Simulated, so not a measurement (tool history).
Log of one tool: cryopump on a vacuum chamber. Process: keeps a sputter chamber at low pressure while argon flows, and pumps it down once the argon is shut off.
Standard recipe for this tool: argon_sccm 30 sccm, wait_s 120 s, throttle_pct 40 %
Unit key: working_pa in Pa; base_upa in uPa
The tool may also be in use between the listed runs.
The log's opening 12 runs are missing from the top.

run,hour,argon_sccm,wait_s,throttle_pct,working_pa,base_upa
13,357.5,50,120,40,0.2431,3.78
14,375.1,50,120,40,0.2463,3.83
15,414.8,50,120,40,0.2484,3.94
16,444.7,50,120,40,0.2495,4.13
17,477.0,50,120,40,0.2524,4.06
18,495.4,34,72,19,0.3457,5.06
19,531.5,34,72,19,0.3476,5.14
20,557.7,34,72,19,0.3477,5.39
21,591.1,22,49,40,0.1168,6.28
22,622.3,18,120,31,0.1206,4.73
23,654.9,14,65,26,0.1108,6.01
24,684.6,14,65,26,0.1115,6.04
# hour 717.3: pump warmed up, emptied and cooled again
25,726.7,20,33,56,0.0655,7.24
26,765.8,13,120,40,0.0599,3.89
27,800.7,35,166,17,0.3768,3.67
28,823.5,30,133,40,0.1412,4.06
29,859.5,30,133,40,0.1438,4.16
30,901.7,30,133,40,0.1442,4.32
31,935.9,14,120,51,0.0534,4.42
32,962.6,14,120,51,0.0551,4.67
33,984.3,19,89,34,0.1089,5.02

Forecast each of these 5 alternatives for the next run:
A,1025.4,14,89,34,?,?
B,1025.4,30,120,27,?,?
C,1025.4,23,120,50,?,?
D,1025.4,12,120,40,?,?
E,1025.4,25,63,40,?,?

run,working_pa,base_upa
A,0.0813,5.39
B,0.2139,4.84
C,0.0944,4.90
D,0.0596,4.88
E,0.1238,5.88
Without the tool's hidden state the same runs would have given:
run,working_pa,base_upa
A,0.0747,2.02
B,0.2000,1.54
C,0.0836,1.55
D,0.0540,1.56
E,0.1122,2.65
